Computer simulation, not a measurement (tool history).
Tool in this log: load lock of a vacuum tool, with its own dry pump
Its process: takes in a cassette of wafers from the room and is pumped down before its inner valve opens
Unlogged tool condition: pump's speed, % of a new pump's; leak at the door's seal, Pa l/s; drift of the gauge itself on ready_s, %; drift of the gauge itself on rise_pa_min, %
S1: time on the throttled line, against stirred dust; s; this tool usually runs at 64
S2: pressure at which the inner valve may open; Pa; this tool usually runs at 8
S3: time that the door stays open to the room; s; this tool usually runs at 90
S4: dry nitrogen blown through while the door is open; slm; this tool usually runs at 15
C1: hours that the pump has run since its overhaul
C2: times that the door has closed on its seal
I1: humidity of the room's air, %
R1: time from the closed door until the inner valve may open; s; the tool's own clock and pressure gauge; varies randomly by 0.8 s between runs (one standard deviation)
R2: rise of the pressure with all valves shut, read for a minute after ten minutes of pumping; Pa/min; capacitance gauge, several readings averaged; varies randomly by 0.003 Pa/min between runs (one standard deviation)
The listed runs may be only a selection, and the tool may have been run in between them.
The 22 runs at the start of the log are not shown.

run 23 hour=1660.4 | S1=113 S2=8 S3=108 S4=15 | C1=5543 C2=27797 | I1=42.3 | R1=169.3 R2=0.29
run 24 hour=1727.1 | S1=113 S2=8 S3=108 S4=15 | C1=5610 C2=27968 | I1=44 | R1=169.1 R2=0.298
run 25 hour=1818 | S1=113 S2=8 S3=108 S4=15 | C1=5700 C2=28201 | I1=45.1 | R1=167.3 R2=0.306
run 26 hour=1883.4 | S1=61 S2=10 S3=90 S4=9 | C1=5766 C2=28368 | I1=43 | R1=124.1 R2=0.307
run 27 hour=1967.2 | S1=64 S2=9 S3=90 S4=6 | C1=5850 C2=28583 | I1=43.3 | R1=128.5 R2=0.326
run 28 hour=2080.2 | S1=46 S2=14 S3=42 S4=7 | C1=5963 C2=28872 | I1=47.2 | R1=111 R2=0.308
run 29 hour=2132.8 | S1=65 S2=8 S3=32 S4=21 | C1=6015 C2=29007 | I1=45 | R1=129.7 R2=0.299
run 30 hour=2255.4 | S1=65 S2=8 S3=32 S4=21 | C1=6138 C2=29321 | I1=44.2 | R1=130 R2=0.309
run 31 hour=2332.1 | S1=46 S2=9 S3=82 S4=36 | C1=6215 C2=29517 | I1=46.7 | R1=115 R2=0.304

Below are 3 alternative next runs, each starting from the tool's condition after run 31. Predict each:
run A hour=2447.9 | S1=64 S2=8 S3=90 S4=7 | C1=6330 C2=29814 | I1=47 | R1=? R2=?
run B hour=2447.9 | S1=64 S2=8 S3=87 S4=5 | C1=6330 C2=29814 | I1=44.3 | R1=? R2=?
run C hour=2447.9 | S1=64 S2=8 S3=57 S4=15 | C1=6330 C2=29814 | I1=44.1 | R1=? R2=?

run=A R1=128.7 R2=0.341
run=B R1=130 R2=0.342
run=C R1=130 R2=0.321
Had the tool no hidden state, the same runs would have come out as:
run=A R1=122.9 R2=0.049
run=B R1=124.2 R2=0.05
run=C R1=124.2 R2=0.03

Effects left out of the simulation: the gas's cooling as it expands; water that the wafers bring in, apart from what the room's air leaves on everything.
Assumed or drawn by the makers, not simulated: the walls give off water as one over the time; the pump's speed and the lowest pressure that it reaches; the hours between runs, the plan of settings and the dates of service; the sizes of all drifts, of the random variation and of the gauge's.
